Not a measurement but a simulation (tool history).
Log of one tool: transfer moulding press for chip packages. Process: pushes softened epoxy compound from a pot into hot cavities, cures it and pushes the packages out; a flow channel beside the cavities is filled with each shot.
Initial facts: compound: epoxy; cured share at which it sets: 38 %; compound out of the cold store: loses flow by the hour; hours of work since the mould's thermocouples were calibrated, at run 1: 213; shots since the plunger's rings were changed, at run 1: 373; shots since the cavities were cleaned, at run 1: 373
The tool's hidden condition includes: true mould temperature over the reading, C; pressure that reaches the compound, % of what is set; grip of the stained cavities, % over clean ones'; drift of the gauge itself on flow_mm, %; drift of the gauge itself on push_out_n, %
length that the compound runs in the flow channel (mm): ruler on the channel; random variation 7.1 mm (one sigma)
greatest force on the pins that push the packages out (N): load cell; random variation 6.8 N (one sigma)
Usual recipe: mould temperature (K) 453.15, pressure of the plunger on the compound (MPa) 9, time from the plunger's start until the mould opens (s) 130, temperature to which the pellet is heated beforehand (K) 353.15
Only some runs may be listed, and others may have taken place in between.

| run | hour | mould temperature (K) | pressure of the plunger on the compound (MPa) | time from the plunger's start until the mould opens (s) | temperature to which the pellet is heated beforehand (K) | hours of work since the mould's thermocouples were calibrated | shots since the plunger's rings were changed | shots since the cavities were cleaned | incoming compound's hours out of the cold store | length that the compound runs in the flow channel (mm) | greatest force on the pins that push the packages out (N) |
|---|---|---|---|---|---|---|---|---|---|---|---|
| 1 | 0 | 453.15 | 9 | 130 | 353.15 | 213 | 373 | 373 | 30.9 | 761 | 382 |
| 2 | 13 | 453.15 | 9 | 130 | 352.15 | 223 | 522 | 522 | 34.1 | 742 | 404 |
| 3 | 28.1 | 453.15 | 9 | 130 | 352.15 | 235 | 695 | 695 | 43.7 | 719 | 398 |
|  | 43.5 | cavities cleaned with cleaning compound and waxed |
| 4 | 46.1 | 453.15 | 9 | 130 | 352.15 | 248 | 884 | 29 | 23.8 | 784 | 292 |
| 5 | 64.6 | 453.15 | 9 | 130 | 352.15 | 263 | 1098 | 243 | 23.1 | 800 | 348 |
| 6 | 75.4 | 453.15 | 9 | 130 | 352.15 | 271 | 1222 | 367 | 10.3 | 856 | 390 |
| 7 | 95.6 | 453.15 | 9 | 130 | 353.15 | 287 | 1454 | 599 | 35.4 | 724 | 381 |
| 8 | 107.5 | 453.15 | 9 | 130 | 353.15 | 296 | 1591 | 736 | 41.4 | 715 | 390 |
|  | 119.1 | cavities cleaned with cleaning compound and waxed |
| 9 | 126.7 | 453.15 | 9 | 130 | 362.15 | 310 | 1793 | 87 | 34.3 | 728 | 296 |
| 10 | 147.4 | 453.15 | 9 | 130 | 353.15 | 326 | 2031 | 325 | 18.8 | 795 | 369 |
| 11 | 163.4 | 453.15 | 9 | 130 | 353.15 | 339 | 2215 | 509 | 45.4 | 691 | 405 |
| 12 | 176.7 | 453.15 | 9 | 130 | 353.15 | 349 | 2368 | 662 | 45.4 | 680 | 395 |
| 13 | 191.9 | 453.15 | 9 | 130 | 358.15 | 361 | 2542 | 836 | 30.8 | 747 | 423 |
|  | 194.7 | cavities cleaned with cleaning compound and waxed |
| 14 | 202.7 | 453.15 | 9 | 130 | 353.15 | 368 | 2649 | 92 | 37.4 | 716 | 292 |
| 15 | 218.5 | 453.15 | 9 | 169 | 353.15 | 381 | 2830 | 273 | 25.4 | 771 | 313 |
| 16 | 239.8 | 453.15 | 9 | 169 | 353.15 | 397 | 3075 | 518 | 12.6 | 814 | 353 |
| 17 | 258.7 | 461.15 | 9 | 130 | 357.15 | 412 | 3292 | 735 | 39.8 | 674 | 365 |

Predict the results of run 18:
|  | 267.9 | mould's thermocouples calibrated |
|  | 272.4 | cavities cleaned with cleaning compound and waxed |
| 18 | 280.8 | 459.15 | 9 | 130 | 357.15 | 9 | 3506 | 96 | 24.3 | ? | ? |

Run 18 yielded length that the compound runs in the flow channel (mm) 741, greatest force on the pins that push the packages out (N) 285.
With the hidden condition absent and the run-to-run variation left alone, this run would have shown length that the compound runs in the flow channel (mm) 791, greatest force on the pins that push the packages out (N) 255.
